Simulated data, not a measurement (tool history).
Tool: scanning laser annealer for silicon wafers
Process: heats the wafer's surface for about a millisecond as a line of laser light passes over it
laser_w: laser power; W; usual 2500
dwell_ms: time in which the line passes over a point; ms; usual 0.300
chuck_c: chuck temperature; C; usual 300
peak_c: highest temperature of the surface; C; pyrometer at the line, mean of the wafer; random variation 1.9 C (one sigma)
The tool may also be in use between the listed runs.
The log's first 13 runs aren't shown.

Run 14, hour 656.4: usual settings but dwell_ms 0.303 ms. Result: peak_c 1039 C.
Run 15, hour 718.2: usual settings but dwell_ms 0.303 ms. Result: peak_c 1034 C.
Run 16, hour 778.1: usual settings. Result: peak_c 1031 C.
Run 17, hour 841.9: usual settings but laser_w 2729 W. Result: peak_c 1113 C.
Run 18, hour 909.1: usual settings. Result: peak_c 1025 C.
At hour 936.8: window over the wafer cleaned.
Run 19, hour 962.5: usual settings. Result: peak_c 1072 C.
Run 20, hour 994.0: usual settings but laser_w 2620 W, chuck_c 286 C. Result: peak_c 1105 C.
Run 21, hour 1052.8: usual settings but dwell_ms 0.278 ms, chuck_c 330 C. Result: peak_c 1065 C.
Run 22, hour 1119.2: usual settings but dwell_ms 0.278 ms, chuck_c 330 C. Result: peak_c 1063 C.
Run 23, hour 1183.3: usual settings but dwell_ms 0.278 ms, chuck_c 330 C. Result: peak_c 1062 C.
Run 24, hour 1248.5: usual settings but laser_w 2224 W, dwell_ms 0.222 ms, chuck_c 277 C. Result: peak_c 837 C.
Run 25, hour 1314.5: usual settings but laser_w 2224 W, dwell_ms 0.222 ms, chuck_c 277 C. Result: peak_c 832 C.
Run 26, hour 1344.8: usual settings but laser_w 2146 W, dwell_ms 0.362 ms, chuck_c 269 C. Result: peak_c 949 C.
Run 27, hour 1400.9: usual settings but laser_w 2146 W, dwell_ms 0.362 ms, chuck_c 269 C. Result: peak_c 950 C.
Run 28, hour 1445.2: usual settings but laser_w 2146 W, dwell_ms 0.362 ms, chuck_c 269 C. Result: peak_c 944 C.
Run 29, hour 1511.7: usual settings but laser_w 2603 W, dwell_ms 0.239 ms, chuck_c 332 C. Result: peak_c 1036 C.
Run 30, hour 1561.2: usual settings but laser_w 2603 W, dwell_ms 0.239 ms, chuck_c 332 C. Result: peak_c 1029 C.
Run 31, hour 1597.0: usual settings but laser_w 2537 W, dwell_ms 0.263 ms, chuck_c 331 C. Result: peak_c 1038 C.
Run 32, hour 1639.6: usual settings but laser_w 2355 W. Result: peak_c 986 C.
Run 33, hour 1673.2: usual settings but laser_w 2355 W. Result: peak_c 986 C.
Run 34, hour 1705.8: usual settings but laser_w 2355 W. Result: peak_c 984 C.
Run 35, hour 1749.8: usual settings but laser_w 2145 W, chuck_c 335 C. Result: peak_c 939 C.
Run 36, hour 1796.1: usual settings but laser_w 2448 W, dwell_ms 0.211 ms, chuck_c 316 C. Result: peak_c 913 C.
Run 37, hour 1866.8: usual settings but laser_w 2448 W, dwell_ms 0.254 ms, chuck_c 323 C. Result: peak_c 975 C.

Run 38 comes next. What will it give?
Run 38, hour 1918.8: usual settings but laser_w 2448 W, dwell_ms 0.254 ms, chuck_c 323 C. Result: peak_c ?.

Run 38 gave peak_c 973 C.
Without the tool's hidden state the same run would have given peak_c 1023 C.
